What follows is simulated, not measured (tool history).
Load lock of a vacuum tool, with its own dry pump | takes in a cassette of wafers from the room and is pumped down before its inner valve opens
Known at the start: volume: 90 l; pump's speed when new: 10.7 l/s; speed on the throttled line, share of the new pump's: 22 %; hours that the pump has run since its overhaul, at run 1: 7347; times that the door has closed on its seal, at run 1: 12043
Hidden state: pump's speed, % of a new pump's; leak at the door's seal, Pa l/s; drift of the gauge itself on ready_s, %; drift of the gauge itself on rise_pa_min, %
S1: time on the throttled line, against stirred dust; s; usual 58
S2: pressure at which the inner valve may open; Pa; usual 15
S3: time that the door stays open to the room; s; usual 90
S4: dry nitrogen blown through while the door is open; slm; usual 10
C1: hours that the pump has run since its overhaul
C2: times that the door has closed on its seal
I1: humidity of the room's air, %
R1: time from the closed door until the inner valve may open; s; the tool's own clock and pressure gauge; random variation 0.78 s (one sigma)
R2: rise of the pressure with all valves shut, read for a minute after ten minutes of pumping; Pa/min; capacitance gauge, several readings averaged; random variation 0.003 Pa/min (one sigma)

Run 1, hour 0.0: usual settings; C1 7347; C2 12043; I1 47.2. Result: R1 131.0 s, R2 0.072 Pa/min.
Run 2, hour 61.9: usual settings; C1 7409; C2 12198; I1 47.4. Result: R1 130.2 s, R2 0.070 Pa/min.
Run 3, hour 148.6: usual settings; C1 7495; C2 12416; I1 46.4. Result: R1 132.3 s, R2 0.072 Pa/min.
Run 4, hour 268.6: usual settings but S4 21 slm; C1 7615; C2 12716; I1 46.9. Result: R1 130.7 s, R2 0.064 Pa/min.
Run 5, hour 354.6: usual settings but S4 21 slm; C1 7701; C2 12932; I1 44.7. Result: R1 131.0 s, R2 0.069 Pa/min.
Run 6, hour 469.4: usual settings but S4 21 slm; C1 7816; C2 13220; I1 44.0. Result: R1 132.1 s, R2 0.072 Pa/min.
Run 7, hour 582.7: usual settings but S4 21 slm; C1 7929; C2 13503; I1 44.1. Result: R1 131.5 s, R2 0.068 Pa/min.
Run 8, hour 662.4: usual settings; C1 8009; C2 13703; I1 47.1. Result: R1 131.2 s, R2 0.082 Pa/min.
Run 9, hour 724.7: usual settings; C1 8071; C2 13859; I1 46.9. Result: R1 133.3 s, R2 0.083 Pa/min.
Run 10, hour 817.6: usual settings; C1 8164; C2 14092; I1 47.7. Result: R1 132.4 s, R2 0.077 Pa/min.
Run 11, hour 902.2: usual settings; C1 8249; C2 14304; I1 46.3. Result: R1 132.6 s, R2 0.080 Pa/min.
Run 12, hour 986.5: usual settings; C1 8333; C2 14515; I1 43.8. Result: R1 133.1 s, R2 0.088 Pa/min.
Run 13, hour 1084.4: usual settings; C1 8431; C2 14760; I1 47.8. Result: R1 132.7 s, R2 0.088 Pa/min.
Run 14, hour 1167.7: usual settings; C1 8514; C2 14969; I1 42.7. Result: R1 132.6 s, R2 0.085 Pa/min.
Run 15, hour 1232.0: usual settings; C1 8579; C2 15130; I1 42.3. Result: R1 133.8 s, R2 0.086 Pa/min.
Run 16, hour 1356.8: usual settings but S4 14 slm; C1 8703; C2 15443; I1 46.6. Result: R1 133.0 s, R2 0.087 Pa/min.
Run 17, hour 1464.3: usual settings but S2 17 Pa; C1 8811; C2 15712; I1 43.0. Result: R1 132.0 s, R2 0.088 Pa/min.
Run 18, hour 1576.3: usual settings but S2 17 Pa, S4 5 slm; C1 8923; C2 15993; I1 45.5. Result: R1 132.7 s, R2 0.096 Pa/min.
Run 19, hour 1647.1: usual settings but S2 17 Pa, S4 5 slm; C1 8994; C2 16170; I1 43.0. Result: R1 133.0 s, R2 0.098 Pa/min.
Run 20, hour 1752.9: usual settings but S2 17 Pa, S4 5 slm; C1 9100; C2 16435; I1 49.1. Result: R1 132.6 s, R2 0.097 Pa/min.
Run 21, hour 1869.6: usual settings but S1 33 s, S4 6 slm; C1 9216; C2 16728; I1 45.4. Result: R1 116.0 s, R2 0.097 Pa/min.
Run 22, hour 1943.8: usual settings but S4 9 slm; C1 9290; C2 16914; I1 45.7. Result: R1 133.7 s, R2 0.098 Pa/min.
Run 23, hour 2054.0: usual settings but S4 9 slm; C1 9401; C2 17190; I1 40.8. Result: R1 134.7 s, R2 0.097 Pa/min.
Run 24, hour 2147.8: usual settings but S1 114 s, S2 17 Pa, S3 63 s, S4 40 slm; C1 9495; C2 17425; I1 42.8. Result: R1 174.2 s, R2 0.078 Pa/min.
Run 25, hour 2268.4: usual settings but S1 59 s, S2 29 Pa; C1 9615; C2 17727; I1 43.6. Result: R1 128.8 s, R2 0.107 Pa/min.
Run 26, hour 2354.3: usual settings but S1 63 s, S2 29 Pa, S3 97 s; C1 9701; C2 17942; I1 46.5. Result: R1 133.8 s, R2 0.107 Pa/min.
Run 27, hour 2414.7: usual settings but S1 109 s, S2 12 Pa, S3 184 s; C1 9761; C2 18094; I1 46.6. Result: R1 173.4 s, R2 0.116 Pa/min.
Run 28, hour 2538.3: usual settings but S1 109 s, S2 12 Pa, S3 184 s; C1 9885; C2 18403; I1 46.1. Result: R1 173.5 s, R2 0.110 Pa/min.
Run 29, hour 2595.0: usual settings but S1 109 s, S2 12 Pa, S3 184 s; C1 9942; C2 18546; I1 45.5. Result: R1 174.7 s, R2 0.118 Pa/min.
Run 30, hour 2698.6: usual settings but S1 32 s, S4 16 slm; C1 10045; C2 18805; I1 47.2. Result: R1 117.0 s, R2 0.102 Pa/min.
Run 31, hour 2788.3: usual settings but S1 32 s, S4 16 slm; C1 10135; C2 19030; I1 47.0. Result: R1 116.9 s, R2 0.107 Pa/min.
Run 32, hour 2841.0: usual settings but S1 32 s, S4 16 slm; C1 10188; C2 19162; I1 46.1. Result: R1 117.1 s, R2 0.097 Pa/min.
Run 33, hour 2897.0: usual settings but S1 32 s, S4 16 slm; C1 10244; C2 19302; I1 45.0. Result: R1 116.1 s, R2 0.109 Pa/min.
Run 34, hour 3014.6: usual settings but S3 195 s; C1 10361; C2 19597; I1 43.6. Result: R1 137.6 s, R2 0.124 Pa/min.
Run 35, hour 3121.4: usual settings but S3 195 s; C1 10468; C2 19864; I1 43.9. Result: R1 136.9 s, R2 0.126 Pa/min.
Run 36, hour 3206.6: usual settings but S1 46 s, S2 27 Pa, S3 212 s, S4 31 slm; C1 10553; C2 20078; I1 45.1. Result: R1 122.8 s, R2 0.108 Pa/min.

Some steps in R1 between neighbouring runs. How much of each would the tool show without its hidden state too (settings, what came in, random variation), and how much is left for the hidden state, with any gauge scatter that isn't in both results?
Run 23 -> 24: S1 58 -> 114, S2 15 -> 17, S3 90 -> 63, S4 9 -> 40. R1 +39.5 s: hidden state -3.1, all else +42.6.
Run 24 -> 25: S1 114 -> 59, S2 17 -> 29, S3 63 -> 90, S4 40 -> 10. R1 -45.4 s: hidden state +2.0, all else -47.4.
Run 26 -> 27: S1 63 -> 109, S2 29 -> 12, S3 97 -> 184. R1 +39.6 s: hidden state -0.9, all else +40.5.
Run 29 -> 30: S1 109 -> 32, S2 12 -> 15, S3 184 -> 90, S4 10 -> 16. R1 -57.7 s: hidden state +4.4, all else -62.1.

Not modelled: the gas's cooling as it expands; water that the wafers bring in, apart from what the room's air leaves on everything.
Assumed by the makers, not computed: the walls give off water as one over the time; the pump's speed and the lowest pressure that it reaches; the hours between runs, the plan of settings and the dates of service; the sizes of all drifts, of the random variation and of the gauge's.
